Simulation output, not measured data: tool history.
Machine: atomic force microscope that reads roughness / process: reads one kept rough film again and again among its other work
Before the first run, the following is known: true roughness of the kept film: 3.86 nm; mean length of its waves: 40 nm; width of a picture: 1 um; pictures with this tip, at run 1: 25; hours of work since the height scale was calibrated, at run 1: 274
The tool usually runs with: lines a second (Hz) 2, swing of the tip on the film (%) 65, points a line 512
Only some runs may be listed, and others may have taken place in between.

run	day	lines a second (Hz)	swing of the tip on the film (%)	points a line	pictures with this tip	hours of work since the height scale was calibrated	roughness of the kept film (nm (root mean square))
1	0	2	65	512	25	274	3.467
2	0.425	2	65	512	47	280	3.425
3	0.796	2	65	512	66	286	3.402
4	1.454	2	76	512	99	296	3.308
5	1.788	2	55	512	116	301	3.406
6	2.088	2	55	512	131	306	3.407
7	2.517	2	65	718	153	312	3.324
8	3.146	2	65	718	185	322	3.298
9	3.625	2	65	718	209	329	3.284
10	4.171	2	65	718	237	337	3.252
11	4.8	2	65	718	268	347	3.186
12	5.167	2	65	517	287	353	3.192
# day 5.425: new tip fitted
13	5.812	2	65	517	20	362	3.474
14	6.117	2	65	512	35	367	3.469
15	6.504	2	65	512	55	373	3.442
16	6.812	2	65	512	70	377	3.415
17	7.175	2	65	358	89	383	3.408
18	7.842	2	65	512	123	393	3.346
19	8.35	2	65	512	148	401	3.321
20	8.783	2	65	512	170	407	3.304
21	9.342	2	65	512	199	416	3.293
22	10	2	65	512	232	426	3.232
23	10.529	2	65	512	259	434	3.225
24	10.879	2	65	512	277	439	3.191
# day 11.367: new tip fitted
25	11.529	2	65	512	8	449	3.49
26	11.888	2	65	512	27	454	3.453
27	12.212	2	65	512	43	459	3.408
28	12.717	2	65	512	69	467	3.414
29	13.4	2	65	882	103	477	3.364
30	13.742	1.42	60	706	121	483	3.412
31	14.05	2	65	630	136	487	3.32
32	14.625	2	85	512	165	496	3.149
33	14.983	2	85	512	184	502	3.138
34	15.483	2	85	512	209	509	3.122
35	15.825	2.31	87	420	226	514	3.014
36	16.496	2	65	520	260	525	3.231
37	16.812	2	76	512	276	530	3.119
# day 17.288: new tip fitted
38	17.454	2	76	512	9	539	3.415
39	18.029	2	62	349	38	548	3.469
40	18.708	2	62	349	72	558	3.413
41	19.4	1.82	73	512	107	569	3.387
42	19.862	2.68	74	544	131	576	3.247
43	20.354	2.68	74	281	156	583	3.24
44	20.65	2.68	74	281	171	588	3.196
45	21.288	2.68	74	281	203	597	3.14
46	21.896	2.68	74	281	234	607	3.116
47	22.204	2.68	74	281	249	611	3.125
48	22.821	3.16	74	299	281	621	3.05
49	23.138	3.16	74	299	297	626	3.029
# day 23.2: new tip fitted
50	23.846	0.51	62	874	33	636	3.574
51	24.129	0.51	62	874	47	640	3.533
52	24.55	1.36	78	393	68	647	3.38
53	25.238	1.36	78	393	103	657	3.341

How the hidden state differs across the entries between the runs, from the last listed run before each to the first after it:
Between runs 12 and 13: new tip fitted (day 5.425)
  radius of the tip, nm: 18.6 -> 8
  measured result minus the result with no hidden state, roughness of the kept film (nm (root mean square)): -0.335 -> -0.034
Between runs 24 and 25: new tip fitted (day 11.367)
  radius of the tip, nm: 18.2 -> 7.8
  measured result minus the result with no hidden state, roughness of the kept film (nm (root mean square)): -0.323 -> -0.027
Between runs 37 and 38: new tip fitted (day 17.288)
  radius of the tip, nm: 18.2 -> 7.4
  measured result minus the result with no hidden state, roughness of the kept film (nm (root mean square)): -0.313 -> -0.014
Between runs 49 and 50: new tip fitted (day 23.2)
  radius of the tip, nm: 18.7 -> 8.6; height scale over the true one, %: 0 -> 0.01
  measured result minus the result with no hidden state, roughness of the kept film (nm (root mean square)): -0.316 -> -0.05
